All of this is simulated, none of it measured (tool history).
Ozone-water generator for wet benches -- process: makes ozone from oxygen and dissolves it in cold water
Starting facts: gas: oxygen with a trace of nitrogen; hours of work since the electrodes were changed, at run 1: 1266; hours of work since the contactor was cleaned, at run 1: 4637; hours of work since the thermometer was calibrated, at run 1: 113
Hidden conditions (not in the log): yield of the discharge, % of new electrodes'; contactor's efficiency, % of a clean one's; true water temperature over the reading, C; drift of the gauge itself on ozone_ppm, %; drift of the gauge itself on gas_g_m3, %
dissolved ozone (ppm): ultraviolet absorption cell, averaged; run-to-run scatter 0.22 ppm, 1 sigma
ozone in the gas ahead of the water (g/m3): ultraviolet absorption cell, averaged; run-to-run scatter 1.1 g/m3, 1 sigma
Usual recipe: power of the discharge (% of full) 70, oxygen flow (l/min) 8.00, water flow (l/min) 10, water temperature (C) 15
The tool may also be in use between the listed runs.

run,day,power of the discharge (% of full),oxygen flow (l/min),water flow (l/min),water temperature (C),hours of work since the electrodes were changed,hours of work since the contactor was cleaned,hours of work since the thermometer was calibrated,dissolved ozone (ppm),ozone in the gas ahead of the water (g/m3)
1,0.000,70,8.00,10,15,1266,4637,113,30.7,186.5
2,2.158,70,8.00,10,15,1311,4681,157,30.8,185.1
3,5.892,70,8.00,10,15,1388,4759,235,30.8,186.9
4,9.496,70,8.00,10,15,1462,4833,309,30.6,185.5
5,13.450,70,8.00,10,17,1544,4915,391,29.0,183.2
6,17.979,70,8.00,10,17,1638,5009,485,28.6,185.6
7,20.958,70,8.00,6,17,1699,5070,546,37.1,185.1
8,23.808,70,8.00,6,17,1758,5129,605,37.7,182.7
9,28.029,70,8.00,6,17,1846,5216,692,37.1,184.1
10,32.467,70,8.00,6,17,1937,5308,784,37.1,182.8
11,35.200,70,6.42,6,17,1994,5365,841,41.3,211.0
12,39.479,54,10.29,12,21,2082,5453,929,17.9,129.2
# day 39.742: water thermometer calibrated
13,43.300,54,10.29,12,21,2161,5532,74,18.1,130.5
14,46.958,47,8.56,9,7,2237,5608,149,28.6,133.1
15,50.525,55,5.81,14,11,2310,5681,223,23.6,192.9
16,53.038,52,5.81,14,11,2362,5733,275,22.5,182.7
# day 54.738: water thermometer calibrated, once more
17,57.575,52,8.13,8,17,2456,5827,59,26.2,148.0
18,60.550,70,9.25,15,20,2517,5888,120,19.1,162.1
19,62.408,73,13.55,8,21,2556,5927,159,22.9,130.6
# day 65.404: contactor cleaned
20,65.404,73,10.56,8,22,2614,0,217,26.5,154.2
21,69.904,70,4.67,16,15,2707,93,310,24.5,257.4

5 ways to go on from here, each from the tool as it stands after run 21. What would each give?
A,74.050,70,11.28,10,14,2793,179,396,?,?
B,74.050,63,4.67,16,15,2793,179,396,?,?
C,74.050,54,8.66,16,15,2793,179,396,?,?
D,74.050,99,10.11,9,15,2793,179,396,?,?
E,74.050,44,8.00,10,14,2793,179,396,?,?

run,dissolved ozone (ppm),ozone in the gas ahead of the water (g/m3)
A,27.0,142.8
B,22.8,237.9
C,18.2,144.8
D,36.9,190.8
E,22.8,132.1
The same runs, with their run-to-run variation unchanged, on a tool lacking any hidden condition would have given:
run,dissolved ozone (ppm),ozone in the gas ahead of the water (g/m3)
A,29.3,154.6
B,24.6,256.1
C,19.5,154.6
D,40.8,210.4
E,24.1,139.6
